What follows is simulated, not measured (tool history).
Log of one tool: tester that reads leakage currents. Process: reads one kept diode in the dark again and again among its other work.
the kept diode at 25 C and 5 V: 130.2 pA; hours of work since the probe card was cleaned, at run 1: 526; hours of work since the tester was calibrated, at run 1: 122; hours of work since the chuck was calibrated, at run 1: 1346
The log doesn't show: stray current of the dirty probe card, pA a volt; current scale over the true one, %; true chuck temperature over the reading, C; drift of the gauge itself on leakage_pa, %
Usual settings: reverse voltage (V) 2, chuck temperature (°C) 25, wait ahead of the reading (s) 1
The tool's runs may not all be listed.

| run | hour | reverse voltage (V) | chuck temperature (°C) | wait ahead of the reading (s) | hours of work since the probe card was cleaned | hours of work since the tester was calibrated | hours of work since the chuck was calibrated | current that the tester gives (pA) |
|---|---|---|---|---|---|---|---|---|
| 1 | 0 | 2 | 25 | 1 | 526 | 122 | 1346 | 83.26 |
| 2 | 63.5 | 2 | 25 | 1 | 567 | 162 | 1387 | 82.3 |
| 3 | 149.8 | 2 | 24 | 1 | 623 | 218 | 1442 | 75.43 |
| 4 | 240.3 | 2 | 24 | 1 | 681 | 276 | 1501 | 75.17 |
| 5 | 286.1 | 2 | 20 | 1 | 710 | 306 | 1530 | 53.03 |
| 6 | 346.1 | 2 | 20 | 1 | 749 | 344 | 1569 | 52.51 |
| 7 | 401.2 | 1.12 | 25 | 1 | 784 | 380 | 1604 | 65.24 |
| 8 | 460.3 | 1.12 | 25 | 1 | 822 | 418 | 1642 | 65.25 |
| 9 | 507.3 | 2 | 36 | 1 | 853 | 448 | 1672 | 203.62 |
| 10 | 590.6 | 2 | 25 | 1.48 | 906 | 502 | 1726 | 80.93 |
| 11 | 682.7 | 2 | 25 | 1.48 | 966 | 561 | 1785 | 80.26 |
|  | 728.5 | chuck's temperature calibrated |
| 12 | 754.7 | 2 | 25 | 1.48 | 1011 | 606 | 17 | 75.4 |
| 13 | 794.4 | 2 | 25 | 1.48 | 1036 | 632 | 42 | 75.16 |
| 14 | 848.7 | 2.11 | 25 | 1.48 | 1071 | 667 | 77 | 76.48 |
| 15 | 905.3 | 2 | 25 | 1 | 1108 | 703 | 114 | 74.68 |
|  | 964.6 | chuck's temperature calibrated, once more |
| 16 | 993.8 | 2.61 | 25 | 1 | 1163 | 759 | 19 | 104.73 |
| 17 | 1039.2 | 2.61 | 25 | 1 | 1193 | 788 | 48 | 104.88 |
| 18 | 1082.6 | 2 | 25 | 1 | 1221 | 816 | 76 | 94.26 |
| 19 | 1132.3 | 2 | 25 | 1 | 1253 | 848 | 108 | 93.65 |
| 20 | 1220.9 | 2 | 25 | 1 | 1310 | 905 | 165 | 93.81 |
| 21 | 1284.7 | 1.8 | 27 | 1 | 1351 | 946 | 206 | 105.95 |
| 22 | 1330.9 | 3.9 | 39 | 3.62 | 1380 | 976 | 236 | 375.2 |
| 23 | 1412.8 | 7.83 | 31 | 0.84 | 1433 | 1029 | 289 | 258.87 |
| 24 | 1451.6 | 2 | 25 | 0.94 | 1458 | 1054 | 314 | 92.89 |
| 25 | 1533.3 | 6.98 | 28 | 0.86 | 1511 | 1106 | 366 | 193.9 |
| 26 | 1585.2 | 6.98 | 28 | 1.72 | 1544 | 1140 | 400 | 192.86 |
| 27 | 1666.2 | 6.98 | 28 | 1.72 | 1596 | 1192 | 452 | 192.68 |
| 28 | 1747.2 | 15.78 | 28 | 0.35 | 1649 | 1244 | 504 | 272.6 |
| 29 | 1821.8 | 14.66 | 25 | 1.38 | 1697 | 1292 | 552 | 205.63 |
| 30 | 1875.1 | 15.57 | 33 | 2.02 | 1731 | 1326 | 586 | 393.53 |
| 31 | 1916.3 | 7.68 | 35 | 9.84 | 1757 | 1353 | 613 | 347.7 |
| 32 | 1996 | 13.19 | 35 | 9.84 | 1809 | 1404 | 664 | 428.28 |
| 33 | 2086.3 | 13.19 | 35 | 9.84 | 1867 | 1462 | 722 | 425.12 |
| 34 | 2132.7 | 8.62 | 34 | 0.58 | 1897 | 1492 | 752 | 332.87 |
| 35 | 2177.4 | 16.06 | 31 | 0.69 | 1926 | 1521 | 781 | 341.65 |

How the hidden state differs across the entries between the runs, from the last listed run before each to the first after it:
Between runs 11 and 12: chuck's temperature calibrated (hour 728.5)
  stray current of the dirty probe card, pA a volt: 0.881 -> 0.923; current scale over the true one, %: -0.32 -> -0.35; true chuck temperature over the reading, C: -1.89 -> -2.65
  measured less the result without the state, current that the tester gives (pA): -12.75 -> -17.73
Between runs 15 and 16: chuck's temperature calibrated, once more (hour 964.6)
  stray current of the dirty probe card, pA a volt: 1.01 -> 1.056; current scale over the true one, %: -0.39 -> -0.42; true chuck temperature over the reading, C: -2.75 -> 0
  measured less the result without the state, current that the tester gives (pA): -18.21 -> +2.23
